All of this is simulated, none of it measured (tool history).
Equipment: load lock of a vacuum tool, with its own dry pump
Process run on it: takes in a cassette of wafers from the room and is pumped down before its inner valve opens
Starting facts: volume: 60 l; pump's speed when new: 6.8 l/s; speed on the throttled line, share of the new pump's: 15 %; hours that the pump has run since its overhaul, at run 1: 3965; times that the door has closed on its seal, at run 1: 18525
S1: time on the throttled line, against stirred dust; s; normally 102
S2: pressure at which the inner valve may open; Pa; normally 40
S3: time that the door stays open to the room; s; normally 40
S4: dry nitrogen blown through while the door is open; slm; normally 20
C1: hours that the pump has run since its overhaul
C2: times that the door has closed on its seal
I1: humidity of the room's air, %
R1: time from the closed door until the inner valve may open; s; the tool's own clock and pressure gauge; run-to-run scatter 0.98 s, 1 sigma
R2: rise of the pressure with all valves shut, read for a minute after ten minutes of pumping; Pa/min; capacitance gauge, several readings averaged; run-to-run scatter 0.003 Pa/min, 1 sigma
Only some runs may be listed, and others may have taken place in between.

{"run": 1, "hour": 0.0, "S1": 102, "S2": 40, "S3": 40, "S4": 20, "C1": 3965, "C2": 18525, "I1": 45.4, "R1": 155, "R2": 0.022}
{"run": 2, "hour": 58.7, "S1": 102, "S2": 40, "S3": 40, "S4": 20, "C1": 4023, "C2": 18769, "I1": 40.6, "R1": 154.3, "R2": 0.02}
{"run": 3, "hour": 133.7, "S1": 102, "S2": 40, "S3": 40, "S4": 20, "C1": 4098, "C2": 19082, "I1": 49.7, "R1": 155.3, "R2": 0.027}
{"run": 4, "hour": 234.6, "S1": 102, "S2": 40, "S3": 40, "S4": 20, "C1": 4199, "C2": 19501, "I1": 44.2, "R1": 156, "R2": 0.024}
{"run": 5, "hour": 294.0, "S1": 102, "S2": 48, "S3": 40, "S4": 20, "C1": 4259, "C2": 19749, "I1": 43.1, "R1": 153.8, "R2": 0.023}
{"run": 6, "hour": 388.7, "S1": 102, "S2": 48, "S3": 40, "S4": 20, "C1": 4353, "C2": 20142, "I1": 44.1, "R1": 155.2, "R2": 0.024}
{"run": 7, "hour": 461.1, "S1": 102, "S2": 35, "S3": 40, "S4": 20, "C1": 4426, "C2": 20444, "I1": 46.1, "R1": 155.7, "R2": 0.025}
{"run": 8, "hour": 580.5, "S1": 102, "S2": 35, "S3": 161, "S4": 20, "C1": 4545, "C2": 20941, "I1": 42.7, "R1": 156, "R2": 0.051}
{"run": 9, "hour": 683.0, "S1": 102, "S2": 40, "S3": 40, "S4": 41, "C1": 4648, "C2": 21367, "I1": 44.4, "R1": 154.7, "R2": 0.016}
{"run": 10, "hour": 787.9, "S1": 102, "S2": 48, "S3": 40, "S4": 41, "C1": 4752, "C2": 21803, "I1": 45.3, "R1": 155.4, "R2": 0.019}
{"run": 11, "hour": 843.8, "S1": 203, "S2": 40, "S3": 202, "S4": 20, "C1": 4808, "C2": 22036, "I1": 43.4, "R1": 240.4, "R2": 0.062}
{"run": 12, "hour": 901.3, "S1": 203, "S2": 40, "S3": 202, "S4": 20, "C1": 4866, "C2": 22275, "I1": 45.2, "R1": 240.8, "R2": 0.065}
{"run": 13, "hour": 1023.5, "S1": 203, "S2": 49, "S3": 202, "S4": 10, "C1": 4988, "C2": 22784, "I1": 45.6, "R1": 236.4, "R2": 0.094}
{"hour": 1042.3, "done": "door's seal changed, seat wiped"}
{"run": 14, "hour": 1126.5, "S1": 102, "S2": 44, "S3": 40, "S4": 20, "C1": 5090, "C2": 350, "I1": 44.6, "R1": 153.6, "R2": 0.021}
{"run": 15, "hour": 1238.4, "S1": 102, "S2": 31, "S3": 79, "S4": 13, "C1": 5201, "C2": 816, "I1": 47.6, "R1": 158.4, "R2": 0.045}
{"run": 16, "hour": 1309.8, "S1": 183, "S2": 31, "S3": 117, "S4": 15, "C1": 5273, "C2": 1113, "I1": 45, "R1": 227.5, "R2": 0.047}
{"run": 17, "hour": 1400.1, "S1": 183, "S2": 46, "S3": 117, "S4": 6, "C1": 5363, "C2": 1488, "I1": 46.4, "R1": 221.8, "R2": 0.075}
{"run": 18, "hour": 1465.5, "S1": 183, "S2": 75, "S3": 135, "S4": 37, "C1": 5429, "C2": 1761, "I1": 45, "R1": 218.9, "R2": 0.028}
{"run": 19, "hour": 1573.3, "S1": 105, "S2": 49, "S3": 82, "S4": 15, "C1": 5536, "C2": 2209, "I1": 44.1, "R1": 156.6, "R2": 0.038}
{"run": 20, "hour": 1684.1, "S1": 120, "S2": 46, "S3": 65, "S4": 15, "C1": 5647, "C2": 2670, "I1": 45.4, "R1": 169.6, "R2": 0.038}

Predict each of these 4 candidate next runs independently; none follows another, all start after run 20:
{"run": "A", "hour": 1796.3, "S1": 155, "S2": 40, "S3": 40, "S4": 20, "C1": 5759, "C2": 3137, "I1": 43.2, "R1": "?", "R2": "?"}
{"run": "B", "hour": 1796.3, "S1": 102, "S2": 40, "S3": 40, "S4": 18, "C1": 5759, "C2": 3137, "I1": 47.7, "R1": "?", "R2": "?"}
{"run": "C", "hour": 1796.3, "S1": 102, "S2": 39, "S3": 85, "S4": 20, "C1": 5759, "C2": 3137, "I1": 41.9, "R1": "?", "R2": "?"}
{"run": "D", "hour": 1796.3, "S1": 96, "S2": 37, "S3": 40, "S4": 18, "C1": 5759, "C2": 3137, "I1": 47.1, "R1": "?", "R2": "?"}

run=A R1=199.9 R2=0.026
run=B R1=156.7 R2=0.031
run=C R1=156.2 R2=0.035
run=D R1=151.5 R2=0.025
Take away the tool's hidden state, keep each run's random variation, and the runs would have read:
run=A R1=199.9 R2=0.026
run=B R1=156.7 R2=0.031
run=C R1=156.1 R2=0.035
run=D R1=151.5 R2=0.025
